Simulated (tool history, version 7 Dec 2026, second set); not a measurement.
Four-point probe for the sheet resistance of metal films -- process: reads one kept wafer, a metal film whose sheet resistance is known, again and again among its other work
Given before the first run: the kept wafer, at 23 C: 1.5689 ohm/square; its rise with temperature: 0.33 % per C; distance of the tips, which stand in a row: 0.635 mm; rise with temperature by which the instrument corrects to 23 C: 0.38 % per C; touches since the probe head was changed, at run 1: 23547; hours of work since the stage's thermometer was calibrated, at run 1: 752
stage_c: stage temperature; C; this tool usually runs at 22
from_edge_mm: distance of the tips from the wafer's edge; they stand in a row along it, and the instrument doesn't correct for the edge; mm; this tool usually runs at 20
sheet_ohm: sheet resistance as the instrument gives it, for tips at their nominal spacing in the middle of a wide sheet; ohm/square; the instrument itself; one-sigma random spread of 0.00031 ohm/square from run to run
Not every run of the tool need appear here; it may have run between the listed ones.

run     day  stage_c  from_edge_mm  touches since the probe head was changed  hours of work since the stage's thermometer was calibrated  sheet_ohm
  1   0.000       22            20                                     23547                                                         752   1.568209
  2   1.408       22            57                                     24380                                                         774   1.567705
  3   2.712       22            57                                     25153                                                         795   1.567237
  4   4.475       22            57                                     26197                                                         824   1.567508
  5   7.021       22            57                                     27704                                                         865   1.567209
  6   8.600       22            20                                     28638                                                         890   1.567826
  7  10.758       22            20                                     29918                                                         925   1.567484
  8  13.208       22            20                                     31367                                                         965   1.567235
  9  14.996       28            20                                     32426                                                         994   1.563136
 10  16.867       28            20                                     33534                                                        1024   1.562865
 11  18.638       22            20                                     34583                                                        1052   1.566314
 12  20.442       22            20                                     35648                                                        1081   1.566126
 13  22.162       22            20                                     36668                                                        1109   1.565900
     22.304  -- stage's thermometer calibrated
 14  23.500       22            20                                     37449                                                          19   1.567143
 15  26.083       23            20                                     38977                                                          61   1.566351
 16  27.342       23            20                                     39722                                                          81   1.565630
 17  28.625       26             4                                     40483                                                         102   1.583652
     30.917  -- stage's thermometer calibrated, once more
 18  31.000       25            50                                     41877                                                           1   1.560273
 19  33.546       31            53                                     43384                                                          42   1.556745
 20  35.433       24             4                                     44501                                                          73   1.581286
 21  37.438       22             8                                     45687                                                         105   1.567154
 22  39.329       22             8                                     46808                                                         136   1.566419
 23  41.946       25            19                                     48356                                                         178   1.559815
 24  44.225       25            19                                     49705                                                         215   1.559527
 25  46.729       25            19                                     51188                                                         255   1.559121

Below are 5 alternative next runs, each starting from the tool's condition after run 25. Predict each:
  A  48.450       25             6                                     52208                                                         283          ?
  B  48.450       22             5                                     52208                                                         283          ?
  C  48.450       25            26                                     52208                                                         283          ?
  D  48.450       31            11                                     52208                                                         283          ?
  E  48.450       34            46                                     52208                                                         283          ?

run  sheet_ohm
  A   1.567803
  B   1.573990
  C   1.558213
  D   1.556757
  E   1.552553
Take away the tool's hidden state, keep each run's random variation, and the runs would have read:
run  sheet_ohm
  A   1.577238
  B   1.583459
  C   1.567594
  D   1.566130
  E   1.561902

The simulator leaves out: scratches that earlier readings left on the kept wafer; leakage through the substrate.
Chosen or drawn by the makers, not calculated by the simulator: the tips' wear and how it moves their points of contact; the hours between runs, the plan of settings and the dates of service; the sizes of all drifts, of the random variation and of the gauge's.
